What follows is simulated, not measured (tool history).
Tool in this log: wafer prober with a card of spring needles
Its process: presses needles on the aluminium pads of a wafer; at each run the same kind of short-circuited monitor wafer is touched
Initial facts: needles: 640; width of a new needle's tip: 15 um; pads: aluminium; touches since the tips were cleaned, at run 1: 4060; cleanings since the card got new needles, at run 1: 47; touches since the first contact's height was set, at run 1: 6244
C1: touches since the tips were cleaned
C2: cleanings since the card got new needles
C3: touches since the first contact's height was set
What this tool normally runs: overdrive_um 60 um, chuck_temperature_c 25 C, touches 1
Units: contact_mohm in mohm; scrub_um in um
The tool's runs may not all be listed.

{"run": 1, "hour": 0.0, "overdrive_um": 60, "chuck_temperature_c": 25, "touches": 1, "C1": 4060, "C2": 47, "C3": 6244, "contact_mohm": 172, "scrub_um": 13.98}
{"hour": 1.7, "done": "tips cleaned on abrasive film"}
{"hour": 13.8, "done": "tips cleaned on abrasive film"}
{"run": 2, "hour": 14.7, "overdrive_um": 60, "chuck_temperature_c": 52, "touches": 1, "C1": 386, "C2": 49, "C3": 12086, "contact_mohm": 174, "scrub_um": 13.81}
{"hour": 24.9, "done": "tips cleaned on abrasive film"}
{"run": 3, "hour": 31.4, "overdrive_um": 60, "chuck_temperature_c": 25, "touches": 1, "C1": 2615, "C2": 50, "C3": 18758, "contact_mohm": 170, "scrub_um": 13.81}
{"hour": 36.2, "done": "tips cleaned on abrasive film"}
{"run": 4, "hour": 46.6, "overdrive_um": 60, "chuck_temperature_c": 25, "touches": 1, "C1": 4190, "C2": 51, "C3": 24820, "contact_mohm": 175, "scrub_um": 13.83}
{"hour": 47.7, "done": "tips cleaned on abrasive film"}
{"hour": 59.6, "done": "tips cleaned on abrasive film"}
{"run": 5, "hour": 63.2, "overdrive_um": 60, "chuck_temperature_c": 25, "touches": 2, "C1": 1441, "C2": 53, "C3": 31393, "contact_mohm": 171, "scrub_um": 13.69}
{"hour": 71.3, "done": "tips cleaned on abrasive film"}
{"run": 6, "hour": 72.9, "overdrive_um": 60, "chuck_temperature_c": 25, "touches": 1, "C1": 623, "C2": 54, "C3": 35243, "contact_mohm": 172, "scrub_um": 13.83}
{"run": 7, "hour": 81.5, "overdrive_um": 42, "chuck_temperature_c": 25, "touches": 1, "C1": 4108, "C2": 54, "C3": 38728, "contact_mohm": 181, "scrub_um": 9.68}
{"hour": 82.9, "done": "tips cleaned on abrasive film"}
{"hour": 94.5, "done": "tips cleaned on abrasive film"}
{"run": 8, "hour": 94.5, "overdrive_um": 58, "chuck_temperature_c": 25, "touches": 1, "C1": 0, "C2": 56, "C3": 43881, "contact_mohm": 170, "scrub_um": 13.57}
{"hour": 105.9, "done": "tips cleaned on abrasive film"}
{"run": 9, "hour": 105.9, "overdrive_um": 58, "chuck_temperature_c": 25, "touches": 1, "C1": 0, "C2": 57, "C3": 48391, "contact_mohm": 172, "scrub_um": 13.29}
{"hour": 116.9, "done": "tips cleaned on abrasive film"}
{"run": 10, "hour": 124.1, "overdrive_um": 58, "chuck_temperature_c": 34, "touches": 1, "C1": 2917, "C2": 58, "C3": 55690, "contact_mohm": 172, "scrub_um": 13.37}
{"hour": 128.5, "done": "tips cleaned on abrasive film"}
{"hour": 139.6, "done": "tips cleaned on abrasive film"}
{"run": 11, "hour": 140.5, "overdrive_um": 58, "chuck_temperature_c": 34, "touches": 1, "C1": 358, "C2": 60, "C3": 62187, "contact_mohm": 175, "scrub_um": 13.43}
{"hour": 151.9, "done": "tips cleaned on abrasive film"}
{"run": 12, "hour": 153.0, "overdrive_um": 51, "chuck_temperature_c": 25, "touches": 1, "C1": 461, "C2": 61, "C3": 67186, "contact_mohm": 172, "scrub_um": 11.82}
{"hour": 163.7, "done": "tips cleaned on abrasive film"}
{"run": 13, "hour": 165.8, "overdrive_um": 51, "chuck_temperature_c": 25, "touches": 1, "C1": 839, "C2": 62, "C3": 72284, "contact_mohm": 174, "scrub_um": 11.91}
{"hour": 175.5, "done": "tips cleaned on abrasive film"}
{"run": 14, "hour": 180.8, "overdrive_um": 51, "chuck_temperature_c": 25, "touches": 1, "C1": 2119, "C2": 63, "C3": 78264, "contact_mohm": 174, "scrub_um": 11.81}
{"hour": 187.2, "done": "tips cleaned on abrasive film"}
{"run": 15, "hour": 196.4, "overdrive_um": 60, "chuck_temperature_c": 25, "touches": 1, "C1": 3704, "C2": 64, "C3": 84491, "contact_mohm": 171, "scrub_um": 13.75}
{"hour": 199.0, "done": "tips cleaned on abrasive film"}
{"hour": 210.4, "done": "tips cleaned on abrasive film"}
{"run": 16, "hour": 213.2, "overdrive_um": 43, "chuck_temperature_c": 25, "touches": 3, "C1": 1127, "C2": 66, "C3": 91167, "contact_mohm": 179, "scrub_um": 9.93}
{"hour": 222.1, "done": "tips cleaned on abrasive film"}
{"run": 17, "hour": 225.1, "overdrive_um": 60, "chuck_temperature_c": 47, "touches": 2, "C1": 1205, "C2": 67, "C3": 95908, "contact_mohm": 175, "scrub_um": 13.79}
{"hour": 233.7, "done": "tips cleaned on abrasive film"}
{"run": 18, "hour": 238.7, "overdrive_um": 44, "chuck_temperature_c": 55, "touches": 2, "C1": 2001, "C2": 68, "C3": 101327, "contact_mohm": 190, "scrub_um": 10.24}

Here are 5 independent what-if runs from the current tool condition. What would each one return?
{"hour": 245.7, "done": "tips cleaned on abrasive film"}
{"run": "A", "hour": 248.1, "overdrive_um": 57, "chuck_temperature_c": 55, "touches": 1, "C1": 970, "C2": 69, "C3": 105090, "contact_mohm": "?", "scrub_um": "?"}
{"hour": 245.7, "done": "tips cleaned on abrasive film"}
{"run": "B", "hour": 248.1, "overdrive_um": 41, "chuck_temperature_c": 55, "touches": 2, "C1": 970, "C2": 69, "C3": 105090, "contact_mohm": "?", "scrub_um": "?"}
{"hour": 245.7, "done": "tips cleaned on abrasive film"}
{"run": "C", "hour": 248.1, "overdrive_um": 65, "chuck_temperature_c": 25, "touches": 2, "C1": 970, "C2": 69, "C3": 105090, "contact_mohm": "?", "scrub_um": "?"}
{"hour": 245.7, "done": "tips cleaned on abrasive film"}
{"run": "D", "hour": 248.1, "overdrive_um": 44, "chuck_temperature_c": 90, "touches": 2, "C1": 970, "C2": 69, "C3": 105090, "contact_mohm": "?", "scrub_um": "?"}
{"hour": 245.7, "done": "tips cleaned on abrasive film"}
{"run": "E", "hour": 248.1, "overdrive_um": 60, "chuck_temperature_c": 25, "touches": 2, "C1": 970, "C2": 69, "C3": 105090, "contact_mohm": "?", "scrub_um": "?"}

run=A contact_mohm=179 scrub_um=13.28
run=B contact_mohm=186 scrub_um=9.47
run=C contact_mohm=170 scrub_um=14.86
run=D contact_mohm=194 scrub_um=10.12
run=E contact_mohm=171 scrub_um=13.77
Without the tool's hidden state the same runs would have given:
run=A contact_mohm=179 scrub_um=13.29
run=B contact_mohm=186 scrub_um=9.47
run=C contact_mohm=170 scrub_um=14.87
run=D contact_mohm=194 scrub_um=10.13
run=E contact_mohm=171 scrub_um=13.77
